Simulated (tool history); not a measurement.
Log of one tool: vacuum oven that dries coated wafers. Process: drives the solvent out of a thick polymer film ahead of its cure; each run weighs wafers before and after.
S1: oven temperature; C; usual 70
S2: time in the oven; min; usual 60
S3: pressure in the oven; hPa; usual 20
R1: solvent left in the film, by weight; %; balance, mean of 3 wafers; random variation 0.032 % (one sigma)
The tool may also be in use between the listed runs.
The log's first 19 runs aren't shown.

run	hour	S1	S2	S3	R1
# hour 1040.1: vacuum gauge cleaned of residue and calibrated
20	1074.7	74	60	20	1.06
21	1131.1	74	33	11.1	1.62
22	1203	76	73	14	0.64
23	1249.4	76	32	14	1.34
24	1297.8	70	60	10.3	1.16
25	1359.8	62	60	32.4	4.48
# hour 1367.8: vacuum gauge cleaned of residue and calibrated, once more
26	1401.9	62	60	62.7	5.44
27	1466.7	57	74	10.4	4.16
28	1506.1	69	67	50.3	2.41
29	1561.3	72	37	25.1	2.02
30	1629.7	72	37	25.1	1.98
31	1706.6	72	37	25.1	1.99

Run 32 comes next. What will it give?
32	1775.6	58	47	60.9	?

R1: 8.18 %
Without the tool's hidden state the same run would have given R1 8.29 %.
